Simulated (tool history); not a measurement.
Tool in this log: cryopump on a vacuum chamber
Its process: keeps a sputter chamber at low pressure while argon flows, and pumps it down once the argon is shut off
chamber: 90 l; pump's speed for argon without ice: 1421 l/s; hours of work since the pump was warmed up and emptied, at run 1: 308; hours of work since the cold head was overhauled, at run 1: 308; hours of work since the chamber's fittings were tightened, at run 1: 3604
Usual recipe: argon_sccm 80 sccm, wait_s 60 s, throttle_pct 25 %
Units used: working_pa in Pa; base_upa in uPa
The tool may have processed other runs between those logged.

run   hour  argon_sccm  wait_s  throttle_pct  hours of work since the pump was warmed up and emptied  hours of work since the cold head was overhauled  hours of work since the chamber's fittings were tightened  working_pa  base_upa
  1      0          80      60            25                                                     308                                               308                                                       3604      0.4032      3.83
  2   14.3          80      60            25                                                     318                                               318                                                       3614      0.4058       3.8
  3   32.6          80      60            25                                                     331                                               331                                                       3627      0.4071      3.87
  4     43          72      60            25                                                     338                                               338                                                       3634      0.3648      3.74
      59.8  -- pump warmed up, emptied and cooled again
  5   68.7          72      60            25                                                       6                                               353                                                       3649      0.3432      3.21
  6   90.6          43      60            25                                                      22                                               368                                                       3665      0.2062      3.34
  7  103.3          50      21            50                                                      31                                               377                                                       3674      0.1212      4.53
  8    114          50      69            17                                                      38                                               385                                                       3681      0.3538       3.2
  9  123.9          50      69            17                                                      45                                               392                                                       3688      0.3537      3.33
 10  138.1          52     165            17                                                      55                                               402                                                       3698      0.3685      2.92

Run 11 has not been measured yet. What should we expect?
 11  154.6          80      60            16                                                      67                                               414                                                       3710           ?         ?

working_pa: 0.5964 Pa
base_upa: 3.39 uPa
On a tool with no hidden condition, and with the same random variation, this run would have come out at working_pa 0.5907 Pa, base_upa 0.86 uPa.
